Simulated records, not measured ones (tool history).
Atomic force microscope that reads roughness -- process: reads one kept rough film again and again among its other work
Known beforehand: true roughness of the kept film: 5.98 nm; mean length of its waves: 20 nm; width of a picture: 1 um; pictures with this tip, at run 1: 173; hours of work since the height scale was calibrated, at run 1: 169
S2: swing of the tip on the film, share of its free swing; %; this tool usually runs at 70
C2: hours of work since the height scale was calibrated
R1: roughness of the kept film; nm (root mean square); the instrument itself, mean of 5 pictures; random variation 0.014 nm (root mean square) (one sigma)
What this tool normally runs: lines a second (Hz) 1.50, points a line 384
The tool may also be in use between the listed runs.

{"run": 1, "hour": 0.0, "lines a second (Hz)": 1.5, "S2": 70, "points a line": 384, "pictures with this tip": 173, "C2": 169, "R1": 2.213}
{"run": 2, "hour": 13.0, "lines a second (Hz)": 1.5, "S2": 70, "points a line": 337, "pictures with this tip": 193, "C2": 176, "R1": 2.115}
{"run": 3, "hour": 20.1, "lines a second (Hz)": 1.5, "S2": 70, "points a line": 337, "pictures with this tip": 204, "C2": 180, "R1": 2.072}
{"run": 4, "hour": 32.9, "lines a second (Hz)": 1.5, "S2": 70, "points a line": 786, "pictures with this tip": 223, "C2": 187, "R1": 2.034}
{"run": 5, "hour": 46.8, "lines a second (Hz)": 2.64, "S2": 70, "points a line": 786, "pictures with this tip": 244, "C2": 194, "R1": 1.854}
{"run": 6, "hour": 53.2, "lines a second (Hz)": 2.64, "S2": 70, "points a line": 786, "pictures with this tip": 254, "C2": 198, "R1": 1.821}
{"run": 7, "hour": 61.5, "lines a second (Hz)": 1.5, "S2": 70, "points a line": 492, "pictures with this tip": 266, "C2": 202, "R1": 1.89}
{"run": 8, "hour": 73.5, "lines a second (Hz)": 1.5, "S2": 70, "points a line": 492, "pictures with this tip": 285, "C2": 209, "R1": 1.834}
{"run": 9, "hour": 88.4, "lines a second (Hz)": 1.5, "S2": 70, "points a line": 492, "pictures with this tip": 307, "C2": 217, "R1": 1.798}
{"run": 10, "hour": 100.6, "lines a second (Hz)": 1.5, "S2": 75, "points a line": 555, "pictures with this tip": 326, "C2": 224, "R1": 1.684}
{"run": 11, "hour": 112.1, "lines a second (Hz)": 1.5, "S2": 75, "points a line": 555, "pictures with this tip": 343, "C2": 230, "R1": 1.647}
{"hour": 114.1, "done": "new tip fitted"}
{"run": 12, "hour": 120.5, "lines a second (Hz)": 0.73, "S2": 70, "points a line": 555, "pictures with this tip": 10, "C2": 235, "R1": 3.445}
{"run": 13, "hour": 132.2, "lines a second (Hz)": 1.99, "S2": 58, "points a line": 352, "pictures with this tip": 28, "C2": 241, "R1": 3.22}
{"run": 14, "hour": 138.7, "lines a second (Hz)": 0.87, "S2": 62, "points a line": 967, "pictures with this tip": 38, "C2": 244, "R1": 3.257}
{"run": 15, "hour": 151.8, "lines a second (Hz)": 1.5, "S2": 70, "points a line": 375, "pictures with this tip": 57, "C2": 252, "R1": 2.918}
{"run": 16, "hour": 160.9, "lines a second (Hz)": 2.6, "S2": 70, "points a line": 370, "pictures with this tip": 71, "C2": 257, "R1": 2.678}
{"run": 17, "hour": 169.8, "lines a second (Hz)": 1.55, "S2": 70, "points a line": 384, "pictures with this tip": 85, "C2": 262, "R1": 2.755}

Hidden state or all else? Some run-to-run changes of R1, split into what the settings, what came in and random variation would give without the hidden state, and what is left for the hidden state (with any gauge scatter that isn't in both results):
Hidden conditions of the tool in this case: radius of the tip, nm; height scale over the true one, %; drift of the gauge itself on roughness_nm, %.
Run 11 -> 12: lines a second (Hz) 1.50 -> 0.73, S2 75 -> 70, new tip fitted. R1 +1.798 nm (root mean square): hidden state +1.582, all else +0.216.

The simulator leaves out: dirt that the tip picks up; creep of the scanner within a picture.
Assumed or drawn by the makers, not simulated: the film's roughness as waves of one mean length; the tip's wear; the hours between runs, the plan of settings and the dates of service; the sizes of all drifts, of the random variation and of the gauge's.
